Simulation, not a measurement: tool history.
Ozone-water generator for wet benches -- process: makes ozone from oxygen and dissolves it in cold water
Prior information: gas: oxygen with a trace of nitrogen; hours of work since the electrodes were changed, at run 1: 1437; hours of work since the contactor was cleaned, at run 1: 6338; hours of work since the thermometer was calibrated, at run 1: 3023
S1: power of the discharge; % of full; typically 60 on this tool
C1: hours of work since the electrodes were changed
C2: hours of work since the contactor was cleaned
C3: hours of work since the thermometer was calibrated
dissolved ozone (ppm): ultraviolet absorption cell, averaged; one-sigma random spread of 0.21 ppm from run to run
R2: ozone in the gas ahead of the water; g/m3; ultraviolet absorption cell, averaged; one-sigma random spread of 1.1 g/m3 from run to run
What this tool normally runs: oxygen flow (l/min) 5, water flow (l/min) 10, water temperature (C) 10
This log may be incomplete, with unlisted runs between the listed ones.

run 1 day=0 | S1=60 oxygen_flow_(l/min)=5 water_flow_(l/min)=10 water_temperature_(C)=10 | C1=1437 C2=6338 C3=3023 | dissolved_ozone_(ppm)=28.4 R2=194.8
run 2 day=6.492 | S1=60 oxygen_flow_(l/min)=5 water_flow_(l/min)=10 water_temperature_(C)=11 | C1=1532 C2=6433 C3=3117 | dissolved_ozone_(ppm)=28 R2=195.6
run 3 day=11.171 | S1=75 oxygen_flow_(l/min)=5 water_flow_(l/min)=10 water_temperature_(C)=10 | C1=1600 C2=6501 C3=3185 | dissolved_ozone_(ppm)=32.8 R2=228.3
run 4 day=17.6 | S1=75 oxygen_flow_(l/min)=5 water_flow_(l/min)=10 water_temperature_(C)=10 | C1=1694 C2=6595 C3=3279 | dissolved_ozone_(ppm)=33.1 R2=229.6
run 5 day=24.375 | S1=60 oxygen_flow_(l/min)=5 water_flow_(l/min)=10 water_temperature_(C)=10 | C1=1792 C2=6693 C3=3378 | dissolved_ozone_(ppm)=28.1 R2=193.7
run 6 day=28.054 | S1=60 oxygen_flow_(l/min)=5 water_flow_(l/min)=10 water_temperature_(C)=10 | C1=1846 C2=6747 C3=3431 | dissolved_ozone_(ppm)=28.4 R2=193.3
run 7 day=31.888 | S1=60 oxygen_flow_(l/min)=8.21 water_flow_(l/min)=10 water_temperature_(C)=10 | C1=1902 C2=6802 C3=3487 | dissolved_ozone_(ppm)=24.7 R2=144.8
run 8 day=37.046 | S1=60 oxygen_flow_(l/min)=8.89 water_flow_(l/min)=10 water_temperature_(C)=9 | C1=1977 C2=6878 C3=3562 | dissolved_ozone_(ppm)=24.9 R2=138.3
run 9 day=40.725 | S1=60 oxygen_flow_(l/min)=6.88 water_flow_(l/min)=10 water_temperature_(C)=9 | C1=2030 C2=6931 C3=3615 | dissolved_ozone_(ppm)=26.7 R2=160.9
run 10 day=46.433 | S1=45 oxygen_flow_(l/min)=5.98 water_flow_(l/min)=15 water_temperature_(C)=9 | C1=2113 C2=7014 C3=3699 | dissolved_ozone_(ppm)=15.3 R2=143
run 11 day=51.896 | S1=67 oxygen_flow_(l/min)=6.48 water_flow_(l/min)=15 water_temperature_(C)=9 | C1=2193 C2=7094 C3=3778 | dissolved_ozone_(ppm)=19.9 R2=179.3
run 12 day=56.35 | S1=67 oxygen_flow_(l/min)=6.48 water_flow_(l/min)=15 water_temperature_(C)=9 | C1=2258 C2=7159 C3=3843 | dissolved_ozone_(ppm)=20 R2=178.8
run 13 day=60.071 | S1=47 oxygen_flow_(l/min)=5 water_flow_(l/min)=10 water_temperature_(C)=13 | C1=2312 C2=7213 C3=3897 | dissolved_ozone_(ppm)=22.1 R2=163
-- day=60.929 contactor cleaned
run 14 day=63.75 | S1=60 oxygen_flow_(l/min)=2.86 water_flow_(l/min)=10 water_temperature_(C)=8 | C1=2363 C2=41 C3=3948 | dissolved_ozone_(ppm)=31.1 R2=271.7

Below are 5 alternative next runs, each starting from the tool's condition after run 14. Predict each:
run A day=69.721 | S1=60 oxygen_flow_(l/min)=2.86 water_flow_(l/min)=8 water_temperature_(C)=10 | C1=2450 C2=128 C3=4035 | dissolved_ozone_(ppm)=? R2=?
run B day=69.721 | S1=98 oxygen_flow_(l/min)=5 water_flow_(l/min)=12 water_temperature_(C)=9 | C1=2450 C2=128 C3=4035 | dissolved_ozone_(ppm)=? R2=?
run C day=69.721 | S1=60 oxygen_flow_(l/min)=5 water_flow_(l/min)=13 water_temperature_(C)=10 | C1=2450 C2=128 C3=4035 | dissolved_ozone_(ppm)=? R2=?
run D day=69.721 | S1=42 oxygen_flow_(l/min)=6.16 water_flow_(l/min)=10 water_temperature_(C)=15 | C1=2450 C2=128 C3=4035 | dissolved_ozone_(ppm)=? R2=?
run E day=69.721 | S1=60 oxygen_flow_(l/min)=2.86 water_flow_(l/min)=10 water_temperature_(C)=14 | C1=2450 C2=128 C3=4035 | dissolved_ozone_(ppm)=? R2=?

run=A dissolved_ozone_(ppm)=37.6 R2=270.3
run=B dissolved_ozone_(ppm)=34.8 R2=271.6
run=C dissolved_ozone_(ppm)=22.3 R2=193
run=D dissolved_ozone_(ppm)=19.6 R2=130.9
run=E dissolved_ozone_(ppm)=28.8 R2=269.2
What these runs would have given with no unlogged condition in the tool:
run=A dissolved_ozone_(ppm)=39 R2=278.4
run=B dissolved_ozone_(ppm)=36.6 R2=283
run=C dissolved_ozone_(ppm)=23.2 R2=198.7
run=D dissolved_ozone_(ppm)=20.2 R2=133.7
run=E dissolved_ozone_(ppm)=29.9 R2=277.3
